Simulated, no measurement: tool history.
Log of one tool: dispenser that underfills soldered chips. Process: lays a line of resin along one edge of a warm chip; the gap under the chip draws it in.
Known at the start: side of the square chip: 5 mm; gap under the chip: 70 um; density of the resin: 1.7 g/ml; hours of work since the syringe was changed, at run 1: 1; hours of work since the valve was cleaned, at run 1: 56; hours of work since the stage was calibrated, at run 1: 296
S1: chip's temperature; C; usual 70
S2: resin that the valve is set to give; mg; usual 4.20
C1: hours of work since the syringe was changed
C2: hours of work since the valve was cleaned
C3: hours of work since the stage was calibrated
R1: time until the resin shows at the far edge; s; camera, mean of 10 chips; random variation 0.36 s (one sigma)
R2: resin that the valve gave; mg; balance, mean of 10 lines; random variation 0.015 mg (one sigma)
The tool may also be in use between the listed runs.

run,hour,S1,S2,C1,C2,C3,R1,R2
1,0.0,70,4.20,1,56,296,22.3,4.06
2,11.8,70,4.20,10,64,305,38.5,4.03
# hour 13.6: new syringe of resin
3,22.2,70,4.20,6,72,312,31.3,4.02
# hour 29.1: new syringe of resin
4,31.3,70,4.20,2,78,318,23.1,4.02
5,37.5,62,4.20,6,82,323,45.9,4.02
# hour 42.6: dispensing valve cleaned and set on the balance
# hour 45.4: new syringe of resin
6,45.4,62,5.13,0,2,327,30.1,5.12
7,52.1,62,5.13,5,7,332,41.8,5.11
# hour 60.6: new syringe of resin
8,60.9,70,4.20,0,13,338,20.9,4.16
9,70.2,70,4.20,7,19,345,32.2,4.15
# hour 75.6: new syringe of resin
10,76.6,70,4.20,1,24,349,21.6,4.13
11,87.7,70,4.20,9,32,357,37.0,4.13
# hour 90.5: new syringe of resin
12,95.7,70,4.87,4,37,363,26.2,4.75
# hour 105.6: new syringe of resin
13,106.5,70,4.87,1,45,370,22.5,4.74
14,115.9,70,4.87,7,51,377,33.6,4.73
# hour 121.0: new syringe of resin
15,121.4,70,4.87,0,55,381,21.2,4.68
16,130.3,70,4.87,7,61,387,30.9,4.70
# hour 136.0: new syringe of resin
17,137.4,70,4.20,1,66,392,22.3,4.04
18,147.8,70,4.20,8,74,399,35.7,4.01
# hour 151.3: new syringe of resin
19,155.1,62,4.98,3,79,404,36.5,4.77
20,163.8,62,4.98,9,85,411,54.9,4.72
# hour 165.9: dispensing valve cleaned and set on the balance
# hour 168.0: new syringe of resin
21,174.9,80,4.26,5,6,418,17.9,4.22
# hour 183.3: new syringe of resin
22,187.6,66,3.99,3,15,426,32.4,3.95
23,195.2,76,5.11,9,21,432,27.1,5.04
# hour 198.4: new syringe of resin
24,200.7,76,5.11,2,24,436,17.7,5.05
25,209.4,76,5.29,8,30,442,24.9,5.19
# hour 213.3: new syringe of resin
26,218.3,69,3.92,4,37,448,29.2,3.83
27,226.3,69,3.92,9,42,454,41.5,3.79
# hour 228.2: new syringe of resin
28,236.2,74,3.95,6,49,460,26.6,3.85
29,242.5,55,4.20,10,54,465,87.5,4.06
# hour 243.5: new syringe of resin
30,251.6,55,4.20,6,60,471,67.7,4.05
# hour 258.3: new syringe of resin
31,258.3,55,4.20,0,65,476,47.3,4.03
32,264.7,55,4.20,5,69,480,64.0,4.05
# hour 273.4: new syringe of resin
33,276.4,55,4.20,2,77,489,53.8,4.02
34,285.9,62,4.15,9,84,495,56.5,3.94
# hour 288.9: dispensing valve cleaned and set on the balance
# hour 290.2: new syringe of resin
35,294.8,59,4.65,3,4,501,46.2,4.63

3 ways to go on from here, each from the tool as it stands after run 35. What would each give?
A,301.9,82,4.38,8,9,506,?,?
B,301.9,67,4.37,8,9,506,?,?
C,301.9,59,4.67,8,9,506,?,?

run,R1,R2
A,20.6,4.36
B,42.2,4.36
C,63.5,4.61
Without the tool's hidden state the same runs would have given:
run,R1,R2
A,10.6,4.39
B,21.7,4.39
C,32.4,4.64
